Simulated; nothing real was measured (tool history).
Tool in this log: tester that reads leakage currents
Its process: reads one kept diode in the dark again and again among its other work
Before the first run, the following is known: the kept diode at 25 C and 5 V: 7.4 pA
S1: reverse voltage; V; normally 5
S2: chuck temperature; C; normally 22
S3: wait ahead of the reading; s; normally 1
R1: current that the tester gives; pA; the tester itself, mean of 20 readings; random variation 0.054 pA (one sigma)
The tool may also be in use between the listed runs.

Run 1, hour 0: usual settings. Result: R1 13.67 pA.
Run 2, hour 106.5: usual settings. Result: R1 13.85 pA.
Run 3, hour 353.2: usual settings. Result: R1 14.47 pA.
At hour 398.8: chuck's temperature calibrated.
Run 4, hour 557.6: usual settings but S3 3.58 s. Result: R1 14.45 pA.
Run 5, hour 784.2: usual settings but S3 3.58 s. Result: R1 14.9 pA.
Run 6, hour 983.6: usual settings but S2 23 C, S3 3.58 s. Result: R1 16.03 pA.
Run 7, hour 1133.7: usual settings but S2 23 C, S3 3.58 s. Result: R1 16.31 pA.
Run 8, hour 1371.6: usual settings but S3 0.43 s. Result: R1 17.85 pA.
Run 9, hour 1545.9: usual settings but S2 29 C. Result: R1 22.52 pA.
Run 10, hour 1703.9: usual settings but S3 0.79 s. Result: R1 18.01 pA.
At hour 1846.7: chuck's temperature calibrated, once more.
Run 11, hour 1962.7: usual settings but S1 11.4 V. Result: R1 34.39 pA.
Run 12, hour 2113: usual settings but S3 5.45 s. Result: R1 16.8 pA.
Run 13, hour 2290: usual settings but S3 5.45 s. Result: R1 16.98 pA.
Run 14, hour 2508.4: usual settings but S2 57 C. Result: R1 89.28 pA.
Run 15, hour 2644.9: usual settings but S2 57 C. Result: R1 89.84 pA.
Run 16, hour 2855.3: usual settings. Result: R1 19.29 pA.
At hour 2899.2: tester calibrated.
Run 17, hour 2979.3: usual settings. Result: R1 19.11 pA.
Run 18, hour 3162.1: usual settings but S3 0.35 s. Result: R1 20.87 pA.
Run 19, hour 3348.9: usual settings but S3 0.35 s. Result: R1 21.44 pA.
Run 20, hour 3595.4: usual settings but S3 0.35 s. Result: R1 22.04 pA.
At hour 3796.1: probe card cleaned and baked.
Run 21, hour 3813.6: usual settings but S1 1.6 V, S2 38 C, S3 0.63 s. Result: R1 11.97 pA.
Run 22, hour 3982: usual settings but S1 11.56 V, S2 33 C, S3 2.63 s. Result: R1 25.33 pA.
Run 23, hour 4158: usual settings but S1 11.56 V, S2 33 C, S3 2.63 s. Result: R1 26.23 pA.
Run 24, hour 4407: usual settings but S1 12.77 V, S2 48 C, S3 1.22 s. Result: R1 78.35 pA.
Run 25, hour 4599.3: usual settings but S1 12.77 V, S2 46 C, S3 0.42 s. Result: R1 73.74 pA.
At hour 4615: chuck's temperature calibrated.
Run 26, hour 4812.3: usual settings but S1 12.77 V, S2 23 C, S3 0.42 s. Result: R1 20.79 pA.
Run 27, hour 5004.3: usual settings but S1 3.95 V, S2 35 C, S3 3.78 s. Result: R1 16.49 pA.
Run 28, hour 5127.9: usual settings but S1 7.29 V, S2 30 C. Result: R1 18.89 pA.
Run 29, hour 5341.9: usual settings but S1 2.32 V, S2 31 C, S3 1.67 s. Result: R1 9.67 pA.
Run 30, hour 5461.7: usual settings but S1 2.32 V, S2 31 C, S3 1.67 s. Result: R1 9.97 pA.
Run 31, hour 5664.4: usual settings but S1 2.32 V, S2 31 C, S3 1.67 s. Result: R1 10.14 pA.
Run 32, hour 5921.5: usual settings but S1 2.32 V, S2 31 C, S3 1.67 s. Result: R1 10.4 pA.
Run 33, hour 6114.2: usual settings but S1 2.7 V, S2 34 C, S3 4.2 s. Result: R1 13.95 pA.

The next listed run, before its measurement:
Run 34, hour 6331.3: usual settings but S1 1.11 V, S2 27 C, S3 0.66 s. Result: R1 ?.

R1: 5.6 pA
On a tool with no hidden condition, and with the same random variation, this run would have come out at R1 4.23 pA.

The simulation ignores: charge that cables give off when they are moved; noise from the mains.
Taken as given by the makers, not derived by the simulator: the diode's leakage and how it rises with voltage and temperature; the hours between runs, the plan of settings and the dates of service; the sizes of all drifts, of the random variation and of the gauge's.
